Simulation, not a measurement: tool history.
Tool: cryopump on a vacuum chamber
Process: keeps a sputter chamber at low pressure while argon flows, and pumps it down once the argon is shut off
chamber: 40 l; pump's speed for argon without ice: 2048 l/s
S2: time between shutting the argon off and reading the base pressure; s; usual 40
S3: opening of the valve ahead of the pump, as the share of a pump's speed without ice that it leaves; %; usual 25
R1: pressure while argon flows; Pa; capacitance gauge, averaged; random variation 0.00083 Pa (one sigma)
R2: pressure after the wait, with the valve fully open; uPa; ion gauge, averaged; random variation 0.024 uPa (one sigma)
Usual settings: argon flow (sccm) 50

Run 1, hour 0.0: usual settings. Result: R1 0.1669 Pa, R2 0.96 uPa.
Run 2, hour 46.1: usual settings but S2 34 s. Result: R1 0.1667 Pa, R2 1.04 uPa.
Run 3, hour 147.2: usual settings but S2 34 s. Result: R1 0.1671 Pa, R2 1.08 uPa.
Run 4, hour 204.5: usual settings but S2 25 s. Result: R1 0.1681 Pa, R2 1.54 uPa.
Run 5, hour 314.8: usual settings but S2 25 s. Result: R1 0.1693 Pa, R2 1.58 uPa.
Run 6, hour 417.2: usual settings. Result: R1 0.1693 Pa, R2 1.19 uPa.
Run 7, hour 505.1: usual settings. Result: R1 0.1691 Pa, R2 1.17 uPa.
Run 8, hour 570.8: usual settings. Result: R1 0.1718 Pa, R2 1.22 uPa.
Run 9, hour 672.1: usual settings. Result: R1 0.1715 Pa, R2 1.33 uPa.
Run 10, hour 766.8: usual settings. Result: R1 0.1727 Pa, R2 1.36 uPa.
Run 11, hour 856.8: usual settings. Result: R1 0.1718 Pa, R2 1.41 uPa.
Run 12, hour 921.9: usual settings. Result: R1 0.1724 Pa, R2 1.44 uPa.
Run 13, hour 1030.1: usual settings. Result: R1 0.1732 Pa, R2 1.50 uPa.
Run 14, hour 1138.4: usual settings. Result: R1 0.1729 Pa, R2 1.55 uPa.
Run 15, hour 1214.2: usual settings but argon flow (sccm) 40, S2 28 s, S3 31 %. Result: R1 0.1153 Pa, R2 1.92 uPa.
At hour 1301.9: pump warmed up, emptied and cooled again.
Run 16, hour 1302.7: usual settings but argon flow (sccm) 40, S2 28 s, S3 31 %. Result: R1 0.1076 Pa, R2 1.87 uPa.
Run 17, hour 1401.0: usual settings but argon flow (sccm) 40, S2 28 s, S3 31 %. Result: R1 0.1077 Pa, R2 1.88 uPa.
Run 18, hour 1475.0: usual settings but argon flow (sccm) 29, S3 55 %. Result: R1 0.0453 Pa, R2 1.61 uPa.
Run 19, hour 1546.7: usual settings but argon flow (sccm) 29, S3 55 %. Result: R1 0.0451 Pa, R2 1.64 uPa.
Run 20, hour 1653.6: usual settings but argon flow (sccm) 29, S3 55 %. Result: R1 0.0454 Pa, R2 1.82 uPa.
Run 21, hour 1726.7: usual settings but argon flow (sccm) 29, S3 55 %. Result: R1 0.0466 Pa, R2 1.83 uPa.
Run 22, hour 1825.6: usual settings but S2 240 s, S3 16 %. Result: R1 0.2622 Pa, R2 1.21 uPa.
Run 23, hour 1931.5: usual settings but argon flow (sccm) 36. Result: R1 0.1219 Pa, R2 1.90 uPa.
Run 24, hour 2045.1: usual settings but argon flow (sccm) 57, S2 110 s, S3 16 %. Result: R1 0.3011 Pa, R2 1.53 uPa.
At hour 2065.8: leaking fittings of the chamber tightened, without venting.
Run 25, hour 2114.5: usual settings but argon flow (sccm) 57, S2 110 s, S3 16 %. Result: R1 0.3039 Pa, R2 0.55 uPa.
Run 26, hour 2176.5: usual settings but argon flow (sccm) 42, S2 35 s, S3 41 %. Result: R1 0.0909 Pa, R2 1.10 uPa.
Run 27, hour 2267.4: usual settings but argon flow (sccm) 77, S2 59 s, S3 20 %. Result: R1 0.3294 Pa, R2 0.83 uPa.
Run 28, hour 2346.8: usual settings but argon flow (sccm) 21, S2 246 s, S3 18 %. Result: R1 0.1000 Pa, R2 0.54 uPa.

3 ways to go on from here, each from the tool as it stands after run 28. What would each give?
Run A, hour 2413.2: usual settings but argon flow (sccm) 61. Result: R1 ?, R2 ?.
Run B, hour 2413.2: usual settings but argon flow (sccm) 47, S2 104 s, S3 27 %. Result: R1 ?, R2 ?.
Run C, hour 2413.2: usual settings but S3 23 %. Result: R1 ?, R2 ?.

run      R1    R2
  A  0.2114  1.18
  B  0.1526  0.74
  C  0.1880  1.17
Without the tool's hidden state the same runs would have given:
run      R1    R2
  A  0.1997  0.88
  B  0.1435  0.44
  C  0.1785  0.87

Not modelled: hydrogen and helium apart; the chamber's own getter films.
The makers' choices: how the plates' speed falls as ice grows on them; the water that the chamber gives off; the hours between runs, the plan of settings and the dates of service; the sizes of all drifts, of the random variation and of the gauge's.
